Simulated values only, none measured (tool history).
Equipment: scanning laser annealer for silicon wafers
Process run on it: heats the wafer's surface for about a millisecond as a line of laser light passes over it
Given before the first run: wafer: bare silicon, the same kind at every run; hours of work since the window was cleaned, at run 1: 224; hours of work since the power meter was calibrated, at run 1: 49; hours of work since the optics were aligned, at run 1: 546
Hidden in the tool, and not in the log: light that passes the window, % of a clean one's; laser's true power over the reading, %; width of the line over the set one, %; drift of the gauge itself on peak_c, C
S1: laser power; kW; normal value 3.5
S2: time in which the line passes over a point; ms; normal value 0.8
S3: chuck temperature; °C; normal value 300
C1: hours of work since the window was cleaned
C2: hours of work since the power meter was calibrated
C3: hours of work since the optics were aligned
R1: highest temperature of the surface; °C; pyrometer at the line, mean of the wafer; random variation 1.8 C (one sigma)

| run | day | S1 | S2 | S3 | C1 | C2 | C3 | R1 |
|---|---|---|---|---|---|---|---|---|
| 1 | 0 | 3.5 | 0.8 | 300 | 224 | 49 | 546 | 1035 |
| 2 | 0.367 | 3.5 | 0.8 | 300 | 230 | 54 | 552 | 1033 |
| 3 | 0.612 | 3.5 | 0.8 | 300 | 234 | 58 | 555 | 1034 |
| 4 | 1.067 | 3.5 | 0.8 | 300 | 240 | 65 | 562 | 1034 |
| 5 | 1.583 | 3.5 | 0.8 | 307 | 248 | 73 | 570 | 1038 |
| 6 | 1.946 | 3.5 | 0.8 | 307 | 254 | 78 | 575 | 1039 |
| 7 | 2.462 | 3.5 | 0.8 | 307 | 261 | 86 | 583 | 1038 |
| 8 | 2.996 | 3.5 | 0.8 | 307 | 269 | 94 | 591 | 1036 |
| 9 | 3.342 | 3.5 | 0.8 | 300 | 275 | 99 | 596 | 1034 |
| 10 | 3.758 | 3.5 | 0.8 | 300 | 281 | 105 | 603 | 1029 |
| 11 | 4.196 | 3.5 | 0.8 | 300 | 287 | 112 | 609 | 1026 |
| 12 | 4.533 | 2.979 | 0.8 | 281 | 293 | 117 | 614 | 870 |
| 13 | 5.058 | 2.979 | 0.8 | 281 | 300 | 125 | 622 | 869 |
| 14 | 5.367 | 3.676 | 0.911 | 300 | 305 | 129 | 627 | 1124 |
| 15 | 5.671 | 3.004 | 0.818 | 337 | 310 | 134 | 631 | 940 |
| 16 | 5.904 | 3.004 | 0.571 | 296 | 313 | 138 | 635 | 810 |
| 17 | 6.154 | 3.004 | 0.571 | 296 | 317 | 141 | 639 | 807 |
| 18 | 6.412 | 3.294 | 0.685 | 307 | 321 | 145 | 642 | 929 |
| 19 | 6.688 | 3.294 | 0.923 | 286 | 325 | 149 | 647 | 1000 |
| 20 | 7.033 | 3.594 | 0.854 | 292 | 330 | 155 | 652 | 1065 |
| 21 | 7.321 | 3.594 | 0.694 | 314 | 334 | 159 | 656 | 1021 |
| 22 | 7.592 | 3.432 | 0.567 | 313 | 338 | 163 | 660 | 919 |

Predict each of these 5 candidate next runs independently; none follows another, all start after run 22:
| A | 8.112 | 3.584 | 0.716 | 338 | 346 | 171 | 668 | ? |
| B | 8.112 | 3.043 | 0.594 | 310 | 346 | 171 | 668 | ? |
| C | 8.112 | 3.5 | 0.826 | 281 | 346 | 171 | 668 | ? |
| D | 8.112 | 3.5 | 0.8 | 332 | 346 | 171 | 668 | ? |
| E | 8.112 | 3.5 | 0.788 | 314 | 346 | 171 | 668 | ? |

| run | R1 |
|---|---|
| A | 1053 |
| B | 837 |
| C | 1016 |
| D | 1058 |
| E | 1037 |
With no hidden state in the tool, these same runs would have given:
| run | R1 |
|---|---|
| A | 1096 |
| B | 869 |
| C | 1061 |
| D | 1101 |
| E | 1080 |
